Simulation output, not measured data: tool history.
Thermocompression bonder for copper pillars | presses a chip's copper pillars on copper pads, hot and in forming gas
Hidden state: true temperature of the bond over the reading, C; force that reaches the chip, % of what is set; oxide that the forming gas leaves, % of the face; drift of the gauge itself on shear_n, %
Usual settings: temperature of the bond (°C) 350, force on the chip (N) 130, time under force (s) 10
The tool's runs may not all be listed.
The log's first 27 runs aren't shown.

run    hour  temperature of the bond (°C)  force on the chip (N)  time under force (s)  hours of work since the heater was calibrated  hours of work since the force cell was calibrated  hours of work since the gas filter was changed  force that shears a chip off (N)
 28  1151.4                           361                    180                    14                                            310                                                430                                             322                             133.4
     1184.7  -- forming gas filter changed
 29    1203                           325                    130                     9                                            340                                                460                                              11                              73.6
 30  1258.9                           325                    130                     9                                            373                                                492                                              43                              75.9
 31  1292.8                           355                     85                     9                                            392                                                512                                              63                              69.1
 32  1325.5                           373                     85                     7                                            411                                                531                                              82                              75.9
 33  1349.7                           354                     83                    18                                            426                                                545                                              96                              85.3
 34  1387.3                           350                    130                    15                                            448                                                567                                             118                             109.4
 35  1410.5                           350                    130                    15                                            461                                                581                                             132                             108.7

Forecast each of these 4 alternatives for the next run:
  A  1467.8                           362                    145                     5                                            495                                                614                                             165                                 ?
  B  1467.8                           361                    130                    12                                            495                                                614                                             165                                 ?
  C  1467.8                           344                    153                    24                                            495                                                614                                             165                                 ?
  D  1467.8                           370                    158                    15                                            495                                                614                                             165                                 ?

run  force that shears a chip off (N)
  A                              99.6
  B                             111.1
  C                             123.9
  D                             129.7
Without the tool's hidden state the same runs would have given:
run  force that shears a chip off (N)
  A                              99.9
  B                             111.4
  C                             124.2
  D                             129.9
